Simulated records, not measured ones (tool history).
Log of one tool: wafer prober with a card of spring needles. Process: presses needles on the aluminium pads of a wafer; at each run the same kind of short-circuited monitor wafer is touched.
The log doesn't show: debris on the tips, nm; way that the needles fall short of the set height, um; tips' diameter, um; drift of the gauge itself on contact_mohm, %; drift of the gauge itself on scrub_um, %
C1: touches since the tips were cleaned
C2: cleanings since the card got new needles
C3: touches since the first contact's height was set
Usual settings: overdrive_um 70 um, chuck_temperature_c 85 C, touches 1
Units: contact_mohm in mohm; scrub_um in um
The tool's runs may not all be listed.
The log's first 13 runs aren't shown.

-- hour=193.2 tips cleaned on abrasive film
-- hour=202 tips cleaned on abrasive film
run 14 hour=202.5 | overdrive_um=76 chuck_temperature_c=30 touches=1 | C1=198 C2=68 C3=90484 | contact_mohm=212 scrub_um=11.21
-- hour=211.8 tips cleaned on abrasive film
-- hour=221.1 tips cleaned on abrasive film
run 15 hour=221.8 | overdrive_um=76 chuck_temperature_c=30 touches=1 | C1=229 C2=70 C3=97507 | contact_mohm=214 scrub_um=11.05
-- hour=230.3 tips cleaned on abrasive film
-- hour=239.6 tips cleaned on abrasive film
run 16 hour=240.7 | overdrive_um=75 chuck_temperature_c=53 touches=2 | C1=385 C2=72 C3=104431 | contact_mohm=221 scrub_um=10.95
-- hour=249.2 tips cleaned on abrasive film
run 17 hour=253.1 | overdrive_um=69 chuck_temperature_c=27 touches=1 | C1=1433 C2=73 C3=108963 | contact_mohm=234 scrub_um=10.07
-- hour=258.5 tips cleaned on abrasive film
-- hour=267.4 tips cleaned on abrasive film
run 18 hour=273.5 | overdrive_um=70 chuck_temperature_c=61 touches=1 | C1=2240 C2=75 C3=116447 | contact_mohm=248 scrub_um=10.16
-- hour=276.6 tips cleaned on abrasive film
-- hour=285.6 tips cleaned on abrasive film
run 19 hour=291.3 | overdrive_um=60 chuck_temperature_c=48 touches=1 | C1=2086 C2=77 C3=122942 | contact_mohm=255 scrub_um=8.59
-- hour=294.7 tips cleaned on abrasive film
run 20 hour=301.1 | overdrive_um=75 chuck_temperature_c=77 touches=1 | C1=2342 C2=78 C3=126523 | contact_mohm=247 scrub_um=10.85
-- hour=303.9 tips cleaned on abrasive film
run 21 hour=311.9 | overdrive_um=75 chuck_temperature_c=77 touches=1 | C1=2940 C2=79 C3=130475 | contact_mohm=247 scrub_um=10.76
-- hour=313.5 tips cleaned on abrasive film
-- hour=323.2 tips cleaned on abrasive film
run 22 hour=329.3 | overdrive_um=89 chuck_temperature_c=67 touches=2 | C1=2248 C2=81 C3=136821 | contact_mohm=230 scrub_um=12.85
-- hour=332.7 tips cleaned on abrasive film
-- hour=342.7 tips cleaned on abrasive film
run 23 hour=347.1 | overdrive_um=58 chuck_temperature_c=67 touches=2 | C1=1619 C2=83 C3=143325 | contact_mohm=242 scrub_um=8.17
-- hour=352.9 tips cleaned on abrasive film
run 24 hour=359.3 | overdrive_um=58 chuck_temperature_c=67 touches=2 | C1=2367 C2=84 C3=147796 | contact_mohm=249 scrub_um=8.21
-- hour=362.2 tips cleaned on abrasive film
-- hour=370.6 height of the first contact set anew
-- hour=372 tips cleaned on abrasive film
run 25 hour=372 | overdrive_um=69 chuck_temperature_c=41 touches=2 | C1=0 C2=86 C3=503 | contact_mohm=211 scrub_um=10.55
-- hour=381.2 tips cleaned on abrasive film
-- hour=389.9 tips cleaned on abrasive film
run 26 hour=391 | overdrive_um=54 chuck_temperature_c=85 touches=3 | C1=420 C2=88 C3=7437 | contact_mohm=231 scrub_um=8.2
-- hour=398.7 tips cleaned on abrasive film
-- hour=407.6 tips cleaned on abrasive film
run 27 hour=410.2 | overdrive_um=54 chuck_temperature_c=85 touches=3 | C1=933 C2=90 C3=14449 | contact_mohm=236 scrub_um=8.17
-- hour=416.3 tips cleaned on abrasive film
run 28 hour=421.9 | overdrive_um=70 chuck_temperature_c=85 touches=2 | C1=2048 C2=91 C3=18741 | contact_mohm=241 scrub_um=10.61
-- hour=426.3 tips cleaned on abrasive film
-- hour=435.5 tips cleaned on abrasive film
-- hour=443.9 tips cleaned on abrasive film
run 29 hour=445 | overdrive_um=56 chuck_temperature_c=34 touches=3 | C1=414 C2=94 C3=27183 | contact_mohm=221 scrub_um=8.32
-- hour=454.2 tips cleaned on abrasive film
run 30 hour=454.5 | overdrive_um=56 chuck_temperature_c=34 touches=3 | C1=89 C2=95 C3=30632 | contact_mohm=218 scrub_um=8.32

4 ways to go on from here, each from the tool as it stands after run 30. What would each give?
-- hour=462.8 tips cleaned on abrasive film
-- hour=472.7 tips cleaned on abrasive film
run A hour=475.6 | overdrive_um=70 chuck_temperature_c=98 touches=1 | C1=1050 C2=97 C3=38359 | contact_mohm=? scrub_um=?
-- hour=462.8 tips cleaned on abrasive film
-- hour=472.7 tips cleaned on abrasive film
run B hour=475.6 | overdrive_um=64 chuck_temperature_c=46 touches=3 | C1=1050 C2=97 C3=38359 | contact_mohm=? scrub_um=?
-- hour=462.8 tips cleaned on abrasive film
-- hour=472.7 tips cleaned on abrasive film
run C hour=475.6 | overdrive_um=51 chuck_temperature_c=94 touches=1 | C1=1050 C2=97 C3=38359 | contact_mohm=? scrub_um=?
-- hour=462.8 tips cleaned on abrasive film
-- hour=472.7 tips cleaned on abrasive film
run D hour=475.6 | overdrive_um=66 chuck_temperature_c=39 touches=3 | C1=1050 C2=97 C3=38359 | contact_mohm=? scrub_um=?

run=A contact_mohm=242 scrub_um=10.52
run=B contact_mohm=222 scrub_um=9.66
run=C contact_mohm=255 scrub_um=7.66
run=D contact_mohm=220 scrub_um=9.97
Without the tool's hidden state the same runs would have given:
run=A contact_mohm=225 scrub_um=10.68
run=B contact_mohm=213 scrub_um=9.83
run=C contact_mohm=225 scrub_um=7.82
run=D contact_mohm=212 scrub_um=10.14
